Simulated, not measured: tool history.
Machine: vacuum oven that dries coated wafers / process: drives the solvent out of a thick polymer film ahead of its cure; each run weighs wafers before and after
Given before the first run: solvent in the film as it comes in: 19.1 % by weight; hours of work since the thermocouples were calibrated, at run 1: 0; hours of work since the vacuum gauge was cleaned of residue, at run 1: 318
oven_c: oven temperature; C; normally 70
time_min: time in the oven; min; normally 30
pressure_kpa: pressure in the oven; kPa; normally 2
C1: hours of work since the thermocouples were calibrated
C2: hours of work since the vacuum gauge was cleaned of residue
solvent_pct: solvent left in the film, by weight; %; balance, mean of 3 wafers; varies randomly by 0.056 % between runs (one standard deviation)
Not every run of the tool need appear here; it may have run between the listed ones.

{"run": 1, "hour": 0.0, "oven_c": 70, "time_min": 30, "pressure_kpa": 2, "C1": 0, "C2": 318, "solvent_pct": 2.56}
{"run": 2, "hour": 57.3, "oven_c": 70, "time_min": 30, "pressure_kpa": 2, "C1": 45, "C2": 363, "solvent_pct": 2.5}
{"run": 3, "hour": 161.8, "oven_c": 70, "time_min": 30, "pressure_kpa": 2, "C1": 127, "C2": 445, "solvent_pct": 2.8}
{"run": 4, "hour": 219.4, "oven_c": 70, "time_min": 30, "pressure_kpa": 2, "C1": 172, "C2": 490, "solvent_pct": 2.77}
{"run": 5, "hour": 317.9, "oven_c": 57, "time_min": 30, "pressure_kpa": 2, "C1": 250, "C2": 568, "solvent_pct": 7.95}
{"run": 6, "hour": 418.2, "oven_c": 70, "time_min": 20, "pressure_kpa": 2, "C1": 329, "C2": 647, "solvent_pct": 4.13}
{"run": 7, "hour": 503.6, "oven_c": 70, "time_min": 31, "pressure_kpa": 2, "C1": 396, "C2": 714, "solvent_pct": 2.83}
{"run": 8, "hour": 603.8, "oven_c": 70, "time_min": 31, "pressure_kpa": 2, "C1": 475, "C2": 793, "solvent_pct": 2.97}
{"hour": 612.5, "done": "oven's thermocouples calibrated"}
{"run": 9, "hour": 684.6, "oven_c": 70, "time_min": 31, "pressure_kpa": 2, "C1": 57, "C2": 855, "solvent_pct": 3.15}
{"run": 10, "hour": 728.0, "oven_c": 62, "time_min": 35, "pressure_kpa": 1.56, "C1": 91, "C2": 889, "solvent_pct": 4.84}
{"hour": 806.2, "done": "oven's thermocouples calibrated, once more"}
{"run": 11, "hour": 825.3, "oven_c": 58, "time_min": 39, "pressure_kpa": 1.56, "C1": 15, "C2": 964, "solvent_pct": 5.57}
{"run": 12, "hour": 886.7, "oven_c": 58, "time_min": 39, "pressure_kpa": 1.56, "C1": 63, "C2": 1012, "solvent_pct": 5.78}

Alternative continuations, all from the tool just after run 12; predict every row:
{"run": "A", "hour": 987.7, "oven_c": 56, "time_min": 51, "pressure_kpa": 2.91, "C1": 143, "C2": 1091, "solvent_pct": "?"}
{"run": "B", "hour": 987.7, "oven_c": 84, "time_min": 33, "pressure_kpa": 3.93, "C1": 143, "C2": 1091, "solvent_pct": "?"}
{"run": "C", "hour": 987.7, "oven_c": 82, "time_min": 18, "pressure_kpa": 5.07, "C1": 143, "C2": 1091, "solvent_pct": "?"}

run=A solvent_pct=7.8
run=B solvent_pct=2.34
run=C solvent_pct=3.37
Without the tool's hidden state the same runs would have given:
run=A solvent_pct=6.9
run=B solvent_pct=2.07
run=C solvent_pct=3.04

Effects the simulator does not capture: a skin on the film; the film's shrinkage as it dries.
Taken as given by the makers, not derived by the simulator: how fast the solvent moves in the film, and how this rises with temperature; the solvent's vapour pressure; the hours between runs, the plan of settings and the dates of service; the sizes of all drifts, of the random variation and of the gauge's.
